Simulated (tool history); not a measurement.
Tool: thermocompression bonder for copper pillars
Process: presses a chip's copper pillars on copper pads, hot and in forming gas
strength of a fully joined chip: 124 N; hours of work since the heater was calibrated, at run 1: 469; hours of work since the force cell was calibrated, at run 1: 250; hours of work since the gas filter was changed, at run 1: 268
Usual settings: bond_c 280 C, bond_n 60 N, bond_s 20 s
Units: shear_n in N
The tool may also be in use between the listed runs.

| run | day | bond_c | bond_n | bond_s | hours of work since the heater was calibrated | hours of work since the force cell was calibrated | hours of work since the gas filter was changed | shear_n |
|---|---|---|---|---|---|---|---|---|
| 1 | 0 | 280 | 60 | 20 | 469 | 250 | 268 | 63.7 |
| 2 | 0.625 | 280 | 60 | 20 | 478 | 259 | 277 | 63.4 |
| 3 | 1.292 | 280 | 60 | 20 | 488 | 269 | 287 | 64 |
| 4 | 1.983 | 280 | 60 | 20 | 499 | 279 | 297 | 64.8 |
|  | 2.267 | forming gas filter changed |
| 5 | 2.412 | 280 | 60 | 47 | 505 | 285 | 2 | 88.2 |
| 6 | 2.858 | 280 | 60 | 20 | 511 | 292 | 9 | 70.7 |
| 7 | 3.704 | 280 | 60 | 27 | 524 | 305 | 22 | 75.5 |
| 8 | 4.104 | 288 | 53 | 11 | 530 | 311 | 27 | 55.8 |
| 9 | 4.629 | 288 | 53 | 11 | 538 | 319 | 35 | 55.2 |
| 10 | 5.204 | 288 | 53 | 11 | 547 | 327 | 44 | 54.5 |
| 11 | 5.617 | 288 | 53 | 13 | 553 | 333 | 50 | 58.6 |
| 12 | 6.354 | 288 | 53 | 13 | 564 | 344 | 61 | 57.9 |
| 13 | 7.233 | 288 | 53 | 13 | 577 | 358 | 74 | 58 |
| 14 | 8.129 | 283 | 45 | 15 | 590 | 371 | 88 | 49.2 |

Forecast each of these 3 alternatives for the next run:
| A | 8.712 | 287 | 81 | 54 | 599 | 380 | 97 | ? |
| B | 8.712 | 251 | 65 | 40 | 599 | 380 | 97 | ? |
| C | 8.712 | 283 | 67 | 16 | 599 | 380 | 97 | ? |

| run | shear_n |
|---|---|
| A | 107.6 |
| B | 68.4 |
| C | 70.5 |
Without the tool's hidden state the same runs would have given:
| run | shear_n |
|---|---|
| A | 116.1 |
| B | 79 |
| C | 80.4 |
